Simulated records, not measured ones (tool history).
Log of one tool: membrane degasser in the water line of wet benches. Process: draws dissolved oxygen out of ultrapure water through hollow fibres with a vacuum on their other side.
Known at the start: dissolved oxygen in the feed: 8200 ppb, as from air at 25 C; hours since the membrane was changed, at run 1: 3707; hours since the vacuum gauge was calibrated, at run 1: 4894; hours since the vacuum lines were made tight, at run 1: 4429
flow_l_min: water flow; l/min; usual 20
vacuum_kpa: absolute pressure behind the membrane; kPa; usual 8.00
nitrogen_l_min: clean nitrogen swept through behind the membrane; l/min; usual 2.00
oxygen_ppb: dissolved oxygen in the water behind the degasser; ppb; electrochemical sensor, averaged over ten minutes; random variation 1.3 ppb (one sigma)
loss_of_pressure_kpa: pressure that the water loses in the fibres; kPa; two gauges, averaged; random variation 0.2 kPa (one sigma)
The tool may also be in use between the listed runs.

| run | hour | flow_l_min | vacuum_kpa | nitrogen_l_min | hours since the membrane was changed | hours since the vacuum gauge was calibrated | hours since the vacuum lines were made tight | oxygen_ppb | loss_of_pressure_kpa |
|---|---|---|---|---|---|---|---|---|---|
| 1 | 0.0 | 20 | 8.00 | 2.00 | 3707 | 4894 | 4429 | 121.8 | 45.99 |
| 2 | 253.5 | 20 | 8.00 | 2.00 | 3961 | 5147 | 4683 | 126.3 | 46.02 |
| 3 | 541.7 | 20 | 8.00 | 2.00 | 4249 | 5435 | 4971 | 122.5 | 45.77 |
| 4 | 756.4 | 20 | 9.62 | 2.00 | 4463 | 5650 | 5185 | 158.8 | 45.99 |
|  | 801.8 | vacuum gauge calibrated |
| 5 | 945.2 | 20 | 8.00 | 2.00 | 4652 | 143 | 5374 | 125.1 | 45.89 |
| 6 | 1113.1 | 20 | 8.00 | 2.00 | 4820 | 311 | 5542 | 125.7 | 45.55 |
| 7 | 1369.6 | 20 | 8.00 | 2.00 | 5076 | 568 | 5798 | 124.9 | 46.26 |
|  | 1571.8 | seals of the vacuum lines changed |
| 8 | 1625.2 | 20 | 8.00 | 2.00 | 5330 | 821 | 53 | 125.4 | 45.57 |
| 9 | 1887.4 | 20 | 16.79 | 2.00 | 5592 | 1084 | 316 | 324.2 | 45.81 |
| 10 | 2050.7 | 20 | 8.00 | 2.00 | 5755 | 1247 | 479 | 123.8 | 45.62 |
| 11 | 2290.0 | 20 | 8.00 | 2.00 | 5995 | 1486 | 718 | 125.5 | 45.30 |
| 12 | 2527.9 | 12 | 8.00 | 2.00 | 6232 | 1724 | 956 | 71.0 | 27.27 |
| 13 | 2678.5 | 20 | 8.00 | 2.00 | 6383 | 1875 | 1107 | 124.8 | 45.60 |
| 14 | 2891.9 | 20 | 15.93 | 2.00 | 6596 | 2088 | 1320 | 295.8 | 45.49 |
| 15 | 3062.9 | 13 | 8.00 | 0.93 | 6767 | 2259 | 1491 | 154.0 | 29.57 |
| 16 | 3194.8 | 13 | 8.00 | 0.93 | 6899 | 2391 | 1623 | 153.7 | 29.31 |
| 17 | 3431.4 | 20 | 5.46 | 0.93 | 7136 | 2628 | 1860 | 118.0 | 44.97 |
| 18 | 3551.7 | 20 | 5.46 | 0.93 | 7256 | 2748 | 1980 | 120.1 | 45.39 |
| 19 | 3674.2 | 20 | 13.75 | 5.13 | 7379 | 2870 | 2102 | 112.5 | 45.23 |
| 20 | 3804.9 | 16 | 13.75 | 4.02 | 7509 | 3001 | 2233 | 106.9 | 36.09 |
| 21 | 3997.6 | 24 | 13.02 | 2.00 | 7702 | 3194 | 2426 | 293.4 | 54.23 |
| 22 | 4232.9 | 24 | 13.02 | 2.00 | 7937 | 3429 | 2661 | 288.6 | 54.35 |
| 23 | 4359.0 | 20 | 8.00 | 3.02 | 8064 | 3555 | 2787 | 89.0 | 44.96 |

Forecast run 24:
| 24 | 4573.8 | 20 | 8.00 | 2.12 | 8278 | 3770 | 3002 | ? | ? |

oxygen_ppb: 119.2 ppb
loss_of_pressure_kpa: 45.03 kPa
Without the tool's hidden state the same run would have given oxygen_ppb 119.0 ppb, loss_of_pressure_kpa 46.21 kPa.
